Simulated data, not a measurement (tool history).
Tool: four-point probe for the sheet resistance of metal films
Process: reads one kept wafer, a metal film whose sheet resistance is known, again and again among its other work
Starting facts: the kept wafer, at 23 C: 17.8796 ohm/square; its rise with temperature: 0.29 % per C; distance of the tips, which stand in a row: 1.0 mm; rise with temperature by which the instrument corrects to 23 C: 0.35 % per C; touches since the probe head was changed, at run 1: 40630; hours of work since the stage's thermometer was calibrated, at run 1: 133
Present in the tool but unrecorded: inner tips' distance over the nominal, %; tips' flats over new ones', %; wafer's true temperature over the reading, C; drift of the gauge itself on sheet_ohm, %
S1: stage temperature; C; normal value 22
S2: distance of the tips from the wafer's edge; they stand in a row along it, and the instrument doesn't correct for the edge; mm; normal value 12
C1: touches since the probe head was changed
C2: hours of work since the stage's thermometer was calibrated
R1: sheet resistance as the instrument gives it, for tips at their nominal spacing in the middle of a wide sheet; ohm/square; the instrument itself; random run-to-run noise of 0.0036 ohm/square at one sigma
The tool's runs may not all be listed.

| run | hour | S1 | S2 | C1 | C2 | R1 |
|---|---|---|---|---|---|---|
| 1 | 0.0 | 22 | 12 | 40630 | 133 | 17.952883 |
| 2 | 49.7 | 22 | 12 | 42490 | 154 | 17.953895 |
| 3 | 103.2 | 22 | 12 | 44496 | 177 | 17.959479 |
| 4 | 188.0 | 22 | 12 | 47669 | 213 | 17.956382 |
| 5 | 238.7 | 22 | 12 | 49570 | 234 | 17.958462 |
| 6 | 303.8 | 22 | 12 | 52008 | 262 | 17.957122 |
| 7 | 417.0 | 22 | 12 | 56244 | 310 | 17.959838 |
| 8 | 507.9 | 22 | 12 | 59649 | 348 | 17.958898 |
| 9 | 593.0 | 21 | 12 | 62837 | 384 | 17.962008 |
| 10 | 690.7 | 21 | 12 | 66496 | 425 | 17.961133 |
| 11 | 771.1 | 21 | 12 | 69507 | 459 | 17.963375 |
| 12 | 822.7 | 22 | 12 | 71439 | 481 | 17.952752 |
| 13 | 919.5 | 22 | 12 | 75064 | 522 | 17.956529 |
| 14 | 1012.7 | 22 | 12 | 78552 | 562 | 17.958921 |
| 15 | 1064.2 | 22 | 12 | 80482 | 583 | 17.953451 |
| 16 | 1165.2 | 22 | 12 | 84265 | 626 | 17.946675 |
| 17 | 1231.4 | 22 | 12 | 86741 | 654 | 17.950454 |
| 18 | 1295.4 | 22 | 12 | 89140 | 681 | 17.954426 |
| 19 | 1386.6 | 22 | 12 | 92555 | 720 | 17.953973 |
| 20 | 1443.5 | 25 | 4 | 94685 | 744 | 18.441889 |
| 21 | 1537.8 | 34 | 3 | 98216 | 784 | 18.770561 |
| 22 | 1610.4 | 24 | 3 | 100934 | 814 | 18.871417 |
| 23 | 1726.8 | 33 | 9 | 105295 | 864 | 17.909650 |
| 24 | 1839.4 | 34 | 75 | 109510 | 911 | 17.777572 |
| 25 | 1920.4 | 34 | 75 | 112544 | 946 | 17.787628 |
| 26 | 2024.7 | 25 | 65 | 116451 | 990 | 17.865845 |
| 27 | 2142.7 | 25 | 65 | 120868 | 1040 | 17.861887 |
| 28 | 2259.8 | 19 | 12 | 125254 | 1089 | 17.986068 |
| 29 | 2346.6 | 19 | 12 | 128504 | 1126 | 17.987048 |
| 30 | 2445.5 | 27 | 19 | 132206 | 1168 | 17.865541 |
| 31 | 2537.4 | 24 | 5 | 135647 | 1207 | 18.251301 |
| 32 | 2640.3 | 19 | 20 | 139501 | 1250 | 17.936886 |

Run 33 has not been measured yet. What should we expect?
| 33 | 2711.9 | 18 | 19 | 142183 | 1280 | ? |

Run 33 gave R1 17.953521 ohm/square.
Take away the tool's hidden state, keep the run-to-run variation as it was, and the same run would have given R1 17.954277 ohm/square.
